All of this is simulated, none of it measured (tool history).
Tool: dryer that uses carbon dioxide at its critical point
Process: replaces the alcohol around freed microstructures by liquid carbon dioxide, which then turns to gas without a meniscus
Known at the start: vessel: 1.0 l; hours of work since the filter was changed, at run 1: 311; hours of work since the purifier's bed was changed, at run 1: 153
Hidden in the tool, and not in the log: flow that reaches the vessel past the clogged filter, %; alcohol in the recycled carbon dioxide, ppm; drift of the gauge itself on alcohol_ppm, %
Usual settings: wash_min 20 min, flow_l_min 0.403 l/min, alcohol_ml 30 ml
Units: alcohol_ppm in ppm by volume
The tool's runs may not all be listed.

run	day	wash_min	flow_l_min	alcohol_ml	hours of work since the filter was changed	hours of work since the purifier's bed was changed	alcohol_ppm
1	0.000	20	0.403	30	311	153	73
2	0.283	20	0.403	30	314	156	82
3	0.617	20	0.403	30	318	159	70
4	0.842	20	0.403	30	320	161	80
5	1.071	20	0.403	30	322	163	88
6	1.350	20	0.403	30	325	166	75
7	1.512	20	0.403	30	327	168	72
8	1.829	20	0.403	30	330	171	83
9	2.212	20	0.403	30	334	175	83
10	2.521	19	0.403	30	337	178	109
11	2.821	14	0.403	30	340	181	282
12	3.146	14	0.403	30	343	184	284
13	3.392	20	0.403	30	346	187	90
14	3.758	20	0.403	30	349	191	91
15	4.108	28	0.403	30	353	194	59
16	4.471	20	0.403	30	357	198	90
17	4.729	20	0.403	30	359	200	90
18	4.983	20	0.403	30	362	203	90
19	5.358	19	0.403	30	365	207	105
20	5.688	16	0.421	111	369	210	402
21	5.979	16	0.421	111	372	213	399
22	6.212	30	0.351	41	374	215	68
23	6.496	30	0.351	41	377	218	80
24	6.821	30	0.403	30	380	221	74
25	7.142	17	0.246	23	383	225	749
26	7.421	20	0.341	27	386	228	154
27	7.588	20	0.341	27	388	229	162
28	7.862	19	0.434	75	391	232	133
29	8.029	25	0.265	43	392	234	219
30	8.300	25	0.265	57	395	236	278
31	8.621	15	0.326	67	398	240	1151
32	8.825	14	0.403	30	400	242	320
33	9.062	14	0.403	30	403	244	318
34	9.404	30	0.293	20	406	247	80
35	9.762	24	0.586	105	410	251	76
36	10.075	20	0.244	62	413	254	1095
37	10.296	18	0.538	67	415	256	96
38	10.550	24	0.538	119	418	259	81

3 ways to go on from here, each from the tool as it stands after run 38. What would each give?
A	10.712	12	0.490	119	419	261	?
B	10.712	19	0.403	30	419	261	?
C	10.712	24	0.670	119	419	261	?

run	alcohol_ppm
A	865
B	129
C	72
Without the tool's hidden state the same runs would have given:
run	alcohol_ppm
A	448
B	31
C	0
